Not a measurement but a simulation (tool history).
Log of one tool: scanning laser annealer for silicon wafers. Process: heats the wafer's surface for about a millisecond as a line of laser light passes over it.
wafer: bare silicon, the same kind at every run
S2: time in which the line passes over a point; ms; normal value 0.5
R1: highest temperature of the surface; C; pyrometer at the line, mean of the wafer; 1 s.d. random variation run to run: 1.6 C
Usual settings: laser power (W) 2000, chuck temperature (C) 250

{"run": 1, "hour": 0.0, "laser power (W)": 2000, "S2": 0.5, "chuck temperature (C)": 250, "R1": 974}
{"run": 2, "hour": 20.3, "laser power (W)": 2000, "S2": 0.5, "chuck temperature (C)": 250, "R1": 976}
{"run": 3, "hour": 46.3, "laser power (W)": 2000, "S2": 0.5, "chuck temperature (C)": 250, "R1": 975}
{"run": 4, "hour": 68.5, "laser power (W)": 2000, "S2": 0.5, "chuck temperature (C)": 250, "R1": 970}
{"run": 5, "hour": 84.5, "laser power (W)": 2000, "S2": 0.368, "chuck temperature (C)": 250, "R1": 857}
{"hour": 94.8, "done": "window over the wafer cleaned"}
{"run": 6, "hour": 111.2, "laser power (W)": 2000, "S2": 0.546, "chuck temperature (C)": 287, "R1": 1066}
{"hour": 118.6, "done": "optics aligned, line set to its width"}
{"run": 7, "hour": 129.4, "laser power (W)": 2000, "S2": 0.546, "chuck temperature (C)": 287, "R1": 1060}
{"run": 8, "hour": 155.3, "laser power (W)": 2000, "S2": 0.546, "chuck temperature (C)": 287, "R1": 1059}
{"run": 9, "hour": 166.6, "laser power (W)": 2000, "S2": 0.546, "chuck temperature (C)": 287, "R1": 1062}
{"run": 10, "hour": 188.7, "laser power (W)": 2036, "S2": 0.546, "chuck temperature (C)": 215, "R1": 1001}

Here are 4 independent what-if runs from the current tool condition. What would each one return?
{"run": "A", "hour": 200.5, "laser power (W)": 2169, "S2": 0.546, "chuck temperature (C)": 215, "R1": "?"}
{"run": "B", "hour": 200.5, "laser power (W)": 1857, "S2": 0.5, "chuck temperature (C)": 250, "R1": "?"}
{"run": "C", "hour": 200.5, "laser power (W)": 2036, "S2": 0.546, "chuck temperature (C)": 279, "R1": "?"}
{"run": "D", "hour": 200.5, "laser power (W)": 1775, "S2": 0.49, "chuck temperature (C)": 232, "R1": "?"}

run=A R1=1056
run=B R1=927
run=C R1=1062
run=D R1=871
Without the tool's unlogged condition, the same runs would have read:
run=A R1=1081
run=B R1=947
run=C R1=1086
run=D R1=890
